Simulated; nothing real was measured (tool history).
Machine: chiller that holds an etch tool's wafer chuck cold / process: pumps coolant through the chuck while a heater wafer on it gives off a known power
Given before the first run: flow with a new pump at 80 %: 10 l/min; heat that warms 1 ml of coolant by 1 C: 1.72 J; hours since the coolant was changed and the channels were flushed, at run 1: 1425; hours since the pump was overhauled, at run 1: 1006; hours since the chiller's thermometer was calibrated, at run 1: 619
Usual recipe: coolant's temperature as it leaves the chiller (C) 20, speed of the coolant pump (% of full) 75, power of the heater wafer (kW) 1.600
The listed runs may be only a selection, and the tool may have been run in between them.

run   hour  coolant's temperature as it leaves the chiller (C)  speed of the coolant pump (% of full)  power of the heater wafer (kW)  hours since the coolant was changed and the channels were flushed  hours since the pump was overhauled  hours since the chiller's thermometer was calibrated  chuck's temperature once it has settled (C)  how much warmer the coolant comes back (C)
  1    0.0                                                  20                                     75                           1.600                                                               1425                                 1006                                                   619                                         33.4                                        6.00
  2   22.5                                                  20                                     75                           1.176                                                               1447                                 1028                                                   641                                         29.9                                        4.47
  3   57.3                                                  20                                     75                           1.176                                                               1482                                 1063                                                   676                                         29.8                                        4.48
  4   87.4                                                  20                                     75                           1.600                                                               1512                                 1093                                                   706                                         33.7                                        5.97
  5  111.6                                                  20                                     75                           1.600                                                               1536                                 1118                                                   730                                         33.6                                        5.99
  6  131.6                                                  20                                     75                           1.667                                                               1556                                 1138                                                   750                                         34.0                                        6.31
  7  165.8                                                  20                                     75                           1.667                                                               1590                                 1172                                                   785                                         34.0                                        6.24
  8  187.5                                                  20                                     90                           1.667                                                               1612                                 1193                                                   806                                         31.7                                        5.07
  9  222.1                                                  20                                     90                           1.667                                                               1647                                 1228                                                   841                                         31.8                                        5.14
 10  251.5                                                  20                                     75                           1.600                                                               1676                                 1257                                                   870                                         33.6                                        6.02
 11  290.2                                                  20                                     75                           1.600                                                               1715                                 1296                                                   909                                         33.4                                        6.03
 12  332.5                                                  20                                     75                           1.600                                                               1757                                 1338                                                   951                                         33.4                                        6.09
 13  377.1                                                  20                                     71                           1.600                                                               1802                                 1383                                                   996                                         34.3                                        6.34
 14  409.9                                                  20                                     75                           1.995                                                               1835                                 1416                                                  1029                                         36.8                                        7.47
 15  451.3                                                  20                                     75                           1.995                                                               1876                                 1457                                                  1070                                         36.9                                        7.45
 16  479.5                                                  20                                     75                           1.995                                                               1904                                 1485                                                  1098                                         36.7                                        7.54
 17  521.0                                                  13                                     91                           1.111                                                               1946                                 1527                                                  1140                                         20.7                                        3.37
 18  566.7                                                  20                                     91                           1.111                                                               1991                                 1573                                                  1185                                         27.6                                        3.37

Run 19 has not been measured yet. What should we expect?
 19  604.3                                                  18                                     62                           1.677                                                               2029                                 1610                                                  1223                                            ?                                           ?

chuck's temperature once it has settled (C): 35.0
how much warmer the coolant comes back (C): 7.82
The same run, on a tool lacking any hidden state, would have yielded chuck's temperature once it has settled (C) 35.0, how much warmer the coolant comes back (C) 7.82.
